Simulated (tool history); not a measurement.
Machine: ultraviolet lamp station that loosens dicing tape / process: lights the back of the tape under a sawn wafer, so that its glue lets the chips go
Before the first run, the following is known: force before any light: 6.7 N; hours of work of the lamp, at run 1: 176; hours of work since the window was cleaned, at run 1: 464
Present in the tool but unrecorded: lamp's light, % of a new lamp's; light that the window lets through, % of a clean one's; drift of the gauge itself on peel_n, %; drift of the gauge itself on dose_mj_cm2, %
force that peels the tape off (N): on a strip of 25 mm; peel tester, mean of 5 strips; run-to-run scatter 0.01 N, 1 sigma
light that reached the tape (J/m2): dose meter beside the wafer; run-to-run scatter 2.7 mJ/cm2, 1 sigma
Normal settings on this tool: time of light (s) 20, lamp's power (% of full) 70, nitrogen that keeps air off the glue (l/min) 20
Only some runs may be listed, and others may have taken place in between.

run   hour  time of light (s)  lamp's power (% of full)  nitrogen that keeps air off the glue (l/min)  hours of work of the lamp  hours of work since the window was cleaned  force that peels the tape off (N)  light that reached the tape (J/m2)
  1    0.0                 20                        70                                            20                        176                                         464                              0.636                                2940
      18.8  -- window cleaned of glue's vapour
  2   21.8                 17                        70                                            20                        185                                           1                              0.737                                2840
  3   44.0                 20                        70                                            20                        194                                          10                              0.531                                3300
  4   68.4                 20                        70                                            20                        204                                          20                              0.529                                3270
  5   96.5                 20                        70                                            20                        216                                          32                              0.509                                3240
  6  117.4                 20                        70                                            20                        224                                          41                              0.562                                3170
  7  149.3                 20                        70                                            20                        237                                          54                              0.540                                3230
  8  180.1                 20                        70                                             8                        250                                          66                              1.015                                3180
  9  214.7                 20                        70                                             8                        264                                          81                              1.060                                3180
 10  244.8                 20                        70                                             8                        277                                          93                              1.078                                3100
 11  259.9                 20                        70                                            20                        283                                          99                              0.601                                3130
 12  275.9                 12                        70                                            20                        289                                         106                              1.428                                1840
 13  301.5                 12                        70                                            20                        300                                         116                              1.524                                1850
 14  336.9                 21                        93                                            20                        314                                         131                              0.331                                4170
 15  370.2                 21                        93                                            20                        328                                         145                              0.339                                4140
 16  405.3                 24                        77                                            20                        343                                         159                              0.367                                3840
 17  426.8                 10                        77                                            22                        351                                         168                              1.674                                1590
 18  462.1                 18                        94                                             8                        366                                         182                              0.865                                3520
 19  487.2                 18                        94                                             8                        376                                         193                              0.845                                3520
 20  518.1                 13                        70                                            15                        389                                         205                              1.659                                1870
 21  536.3                 20                        60                                            20                        396                                         213                              0.917                                2410

A few steps of force that peels the tape off (N) between consecutive runs. Split each: what settings, incoming material and random variation would produce without the hidden state, and what is left over for the hidden state, along with gauge scatter present in only one of the two compared results (measured, and without hidden state):
Run 13 -> 14: time of light (s) 12 -> 21, lamp's power (% of full) 70 -> 93. force that peels the tape off (N) -1.193: hidden state -0.253, all else -0.940.
Run 16 -> 17: time of light (s) 24 -> 10, nitrogen that keeps air off the glue (l/min) 20 -> 22. force that peels the tape off (N) +1.307: hidden state +0.311, all else +0.996.
